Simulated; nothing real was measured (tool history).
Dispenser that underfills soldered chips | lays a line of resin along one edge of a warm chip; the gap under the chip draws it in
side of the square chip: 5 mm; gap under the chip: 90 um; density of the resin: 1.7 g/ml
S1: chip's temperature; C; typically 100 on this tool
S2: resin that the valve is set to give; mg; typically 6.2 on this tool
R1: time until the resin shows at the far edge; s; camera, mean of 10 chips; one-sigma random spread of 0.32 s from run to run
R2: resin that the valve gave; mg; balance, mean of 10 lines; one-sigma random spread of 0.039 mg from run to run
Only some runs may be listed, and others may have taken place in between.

run,hour,S1,S2,R1,R2
1,0,100,6.2,17.4,6.03
# hour 4.8: new syringe of resin
2,5,100,6.2,13.1,6.06
3,9.4,100,6.2,15.6,6.1
4,13.2,89,6.2,27.9,6.04
5,15.5,93,6.2,25.3,5.97
# hour 17.8: new syringe of resin
6,19.7,100,6.2,14.4,6.01
7,22.5,106,6.2,12.9,5.96
8,27.9,106,6.2,15.4,5.9
# hour 30.7: new syringe of resin
9,33.7,88,6.2,22.9,6.05
10,38.6,88,6.2,28.3,5.98
11,42.9,88,6.2,33.2,5.94
# hour 43.7: new syringe of resin
12,46.4,88,7.67,23,7.35
13,49.4,95,7.75,19.1,7.37
14,53.3,88,5.39,30.7,5.19
15,55.6,106,5.68,16.4,5.45
# hour 56.6: new syringe of resin
16,58.4,90,5.84,21.4,5.57
17,63.4,90,5.84,25.8,5.53
18,67.5,96,5.38,24,5.12
# hour 69.7: new syringe of resin
# hour 72.8: dispensing valve cleaned and set on the balance
19,74.1,96,5.38,18,5.35
20,78.5,90,6.52,26.4,6.47
# hour 83.5: new syringe of resin
21,84.1,106,7.24,10.6,7.24
22,88.6,106,6.18,12.6,6.2

5 ways to go on from here, each from the tool as it stands after run 22. What would each give?
A,94.1,100,7.56,?,?
B,94.1,113,6.18,?,?
C,94.1,108,7.01,?,?
D,94.1,108,6.2,?,?
E,94.1,85,5.75,?,?

run,R1,R2
A,19,7.46
B,11.9,6.14
C,13.5,6.96
D,14.5,6.18
E,36.4,5.75
Had the tool no hidden state, the same runs would have come out as:
run,R1,R2
A,12.1,7.52
B,7.6,6.19
C,8.4,7.02
D,9.3,6.23
E,23.1,5.8
